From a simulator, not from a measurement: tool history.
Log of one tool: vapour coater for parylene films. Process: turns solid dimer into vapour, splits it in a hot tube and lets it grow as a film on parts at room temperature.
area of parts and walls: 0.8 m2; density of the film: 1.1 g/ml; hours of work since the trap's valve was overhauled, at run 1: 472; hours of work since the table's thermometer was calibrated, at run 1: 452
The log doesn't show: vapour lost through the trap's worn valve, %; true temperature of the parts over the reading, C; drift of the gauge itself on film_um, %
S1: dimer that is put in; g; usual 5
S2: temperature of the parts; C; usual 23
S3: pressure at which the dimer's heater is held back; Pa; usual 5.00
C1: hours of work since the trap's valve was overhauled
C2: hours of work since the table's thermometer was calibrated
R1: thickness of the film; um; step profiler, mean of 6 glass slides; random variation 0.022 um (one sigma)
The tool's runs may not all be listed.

| run | hour | S1 | S2 | S3 | C1 | C2 | R1 |
|---|---|---|---|---|---|---|---|
| 1 | 0.0 | 5 | 23 | 5.00 | 472 | 452 | 2.39 |
| 2 | 12.8 | 5 | 23 | 5.00 | 483 | 464 | 2.40 |
| 3 | 28.5 | 6 | 23 | 5.00 | 497 | 477 | 2.83 |
| 4 | 41.1 | 5 | 23 | 5.00 | 508 | 488 | 2.38 |
| 5 | 48.0 | 5 | 31 | 5.00 | 514 | 495 | 1.84 |
| 6 | 58.3 | 5 | 31 | 5.00 | 523 | 503 | 1.85 |
| 7 | 65.8 | 5 | 31 | 5.00 | 529 | 510 | 1.84 |
| 8 | 77.7 | 5 | 31 | 5.00 | 540 | 520 | 1.81 |
| 9 | 88.2 | 5 | 23 | 5.00 | 549 | 530 | 2.38 |
| 10 | 103.8 | 5 | 23 | 5.00 | 563 | 543 | 2.35 |
| 11 | 112.6 | 5 | 23 | 5.00 | 570 | 551 | 2.35 |
| 12 | 126.5 | 5 | 18 | 5.00 | 583 | 563 | 2.81 |
| 13 | 138.0 | 5 | 18 | 5.00 | 593 | 573 | 2.79 |
| 14 | 152.4 | 5 | 18 | 5.00 | 605 | 586 | 2.75 |
| 15 | 159.9 | 5 | 18 | 5.00 | 612 | 592 | 2.76 |
| 16 | 168.4 | 5 | 18 | 5.00 | 619 | 600 | 2.77 |
| 17 | 184.6 | 5 | 18 | 5.00 | 633 | 614 | 2.75 |
| 18 | 191.5 | 5 | 18 | 5.00 | 639 | 620 | 2.77 |
| 19 | 205.5 | 5 | 23 | 5.00 | 652 | 632 | 2.32 |
| 20 | 220.3 | 5 | 23 | 5.00 | 665 | 645 | 2.33 |
|  | 229.7 | trap's valve overhauled |
| 21 | 231.0 | 5 | 23 | 5.00 | 1 | 651 | 2.63 |
| 22 | 240.4 | 5 | 23 | 4.52 | 9 | 659 | 2.66 |
| 23 | 251.0 | 5 | 23 | 5.00 | 19 | 669 | 2.65 |
| 24 | 258.4 | 5 | 23 | 5.00 | 25 | 675 | 2.65 |
| 25 | 270.8 | 5 | 25 | 10.71 | 36 | 686 | 2.30 |
| 26 | 281.0 | 5 | 25 | 10.71 | 45 | 695 | 2.28 |
| 27 | 294.7 | 7 | 30 | 4.34 | 57 | 707 | 2.94 |
| 28 | 309.8 | 5 | 23 | 2.30 | 70 | 720 | 2.84 |
| 29 | 322.6 | 5 | 23 | 2.30 | 81 | 731 | 2.84 |
| 30 | 337.1 | 6 | 28 | 5.70 | 94 | 744 | 2.60 |
| 31 | 352.9 | 6 | 23 | 2.75 | 108 | 758 | 3.30 |
| 32 | 366.7 | 4 | 25 | 5.00 | 120 | 770 | 1.96 |
| 33 | 378.6 | 4 | 25 | 5.00 | 130 | 780 | 1.96 |
| 34 | 387.0 | 2 | 32 | 6.40 | 138 | 788 | 0.77 |
| 35 | 399.9 | 2 | 32 | 6.40 | 149 | 799 | 0.76 |
| 36 | 406.8 | 2 | 32 | 6.40 | 155 | 805 | 0.74 |
| 37 | 417.3 | 2 | 32 | 6.40 | 164 | 814 | 0.72 |
| 38 | 427.5 | 5 | 29 | 9.51 | 173 | 823 | 1.98 |
| 39 | 443.0 | 4 | 18 | 4.07 | 187 | 837 | 2.46 |
| 40 | 457.4 | 4 | 18 | 4.07 | 199 | 849 | 2.45 |
| 41 | 465.4 | 3 | 23 | 5.00 | 206 | 856 | 1.57 |
| 42 | 479.3 | 7 | 23 | 5.44 | 218 | 868 | 3.48 |
| 43 | 489.6 | 6 | 19 | 7.82 | 227 | 877 | 3.34 |
| 44 | 505.0 | 6 | 19 | 7.82 | 241 | 891 | 3.31 |
| 45 | 518.5 | 8 | 27 | 7.82 | 253 | 903 | 3.33 |
| 46 | 527.1 | 8 | 22 | 5.78 | 260 | 910 | 4.11 |
| 47 | 541.8 | 5 | 15 | 5.00 | 273 | 923 | 3.26 |
| 48 | 554.4 | 5 | 22 | 5.00 | 284 | 934 | 2.61 |

Hidden state or all else? Some run-to-run changes of R1, split into what the settings, what came in and random variation would give without the hidden state, and what is left for the hidden state (with any gauge scatter that isn't in both results):
Run 8 -> 9: S2 31 -> 23. R1 +0.57 um: hidden state -0.08, all else +0.65.
Run 20 -> 21: trap's valve overhauled. R1 +0.30 um: hidden state +0.33, all else -0.03.
Run 31 -> 32: S1 6 -> 4, S2 23 -> 25, S3 2.75 -> 5.00. R1 -1.34 um: hidden state +0.02, all else -1.36.
Run 37 -> 38: S1 2 -> 5, S2 32 -> 29, S3 6.40 -> 9.51. R1 +1.26 um: hidden state -0.04, all else +1.30.
Run 41 -> 42: S1 3 -> 7, S3 5.00 -> 5.44. R1 +1.91 um: hidden state -0.09, all else +2.00.
